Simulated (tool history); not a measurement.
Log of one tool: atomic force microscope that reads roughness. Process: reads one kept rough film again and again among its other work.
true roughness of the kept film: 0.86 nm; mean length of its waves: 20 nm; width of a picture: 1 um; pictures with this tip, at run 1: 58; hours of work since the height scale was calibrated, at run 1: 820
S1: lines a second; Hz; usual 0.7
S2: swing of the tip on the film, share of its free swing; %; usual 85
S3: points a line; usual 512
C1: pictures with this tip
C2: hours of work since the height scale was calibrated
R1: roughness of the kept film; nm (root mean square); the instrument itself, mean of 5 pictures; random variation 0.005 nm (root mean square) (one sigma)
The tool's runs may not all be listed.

| run | hour | S1 | S2 | S3 | C1 | C2 | R1 |
|---|---|---|---|---|---|---|---|
| 1 | 0 | 0.7 | 85 | 512 | 58 | 820 | 0.728 |
| 2 | 26.9 | 0.7 | 85 | 512 | 105 | 839 | 0.734 |
|  | 37 | new tip fitted |
| 3 | 63 | 0.7 | 85 | 512 | 44 | 866 | 0.726 |
| 4 | 95.8 | 0.7 | 85 | 512 | 101 | 890 | 0.732 |
|  | 105.8 | new tip fitted |
| 5 | 158.8 | 0.7 | 85 | 512 | 91 | 936 | 0.723 |
|  | 174.2 | new tip fitted |
| 6 | 209.6 | 0.7 | 85 | 988 | 61 | 973 | 0.737 |
| 7 | 237 | 0.7 | 85 | 988 | 109 | 993 | 0.744 |
|  | 245.1 | new tip fitted |
| 8 | 293.5 | 0.7 | 85 | 988 | 83 | 1034 | 0.74 |
|  | 313.4 | new tip fitted |
| 9 | 342.9 | 0.7 | 69 | 512 | 51 | 1070 | 0.77 |
|  | 382.3 | new tip fitted |
| 10 | 406.7 | 0.7 | 69 | 512 | 42 | 1117 | 0.748 |
| 11 | 446.1 | 0.7 | 69 | 512 | 111 | 1146 | 0.761 |
|  | 451.8 | new tip fitted |
| 12 | 503 | 0.545 | 80 | 686 | 89 | 1187 | 0.753 |
|  | 519.7 | new tip fitted |
| 13 | 532.9 | 0.545 | 80 | 686 | 23 | 1209 | 0.757 |
|  | 588.8 | new tip fitted |
| 14 | 596.8 | 1.671 | 85 | 512 | 13 | 1255 | 0.677 |
|  | 658.4 | new tip fitted |
| 15 | 659.6 | 0.855 | 85 | 339 | 2 | 1301 | 0.718 |
| 16 | 691.7 | 2.668 | 81 | 385 | 58 | 1325 | 0.631 |
|  | 728.3 | new tip fitted |
| 17 | 742.1 | 0.658 | 66 | 407 | 24 | 1361 | 0.751 |
| 18 | 782.1 | 0.658 | 66 | 407 | 93 | 1391 | 0.761 |
|  | 797.5 | new tip fitted |
| 19 | 843.8 | 0.658 | 66 | 407 | 80 | 1436 | 0.748 |

Forecast each of these 5 alternatives for the next run:
|  | 866.6 | new tip fitted |
| A | 874.5 | 0.868 | 62 | 824 | 14 | 1458 | ? |
|  | 866.6 | new tip fitted |
| B | 874.5 | 0.658 | 88 | 887 | 14 | 1458 | ? |
|  | 866.6 | new tip fitted |
| C | 874.5 | 0.658 | 68 | 407 | 14 | 1458 | ? |
|  | 866.6 | new tip fitted |
| D | 874.5 | 0.7 | 76 | 771 | 14 | 1458 | ? |
|  | 866.6 | new tip fitted |
| E | 874.5 | 0.61 | 85 | 1021 | 14 | 1458 | ? |

| run | R1 |
|---|---|
| A | 0.778 |
| B | 0.747 |
| C | 0.771 |
| D | 0.758 |
| E | 0.743 |
Without the tool's hidden state the same runs would have given:
| run | R1 |
|---|---|
| A | 0.778 |
| B | 0.747 |
| C | 0.772 |
| D | 0.759 |
| E | 0.744 |
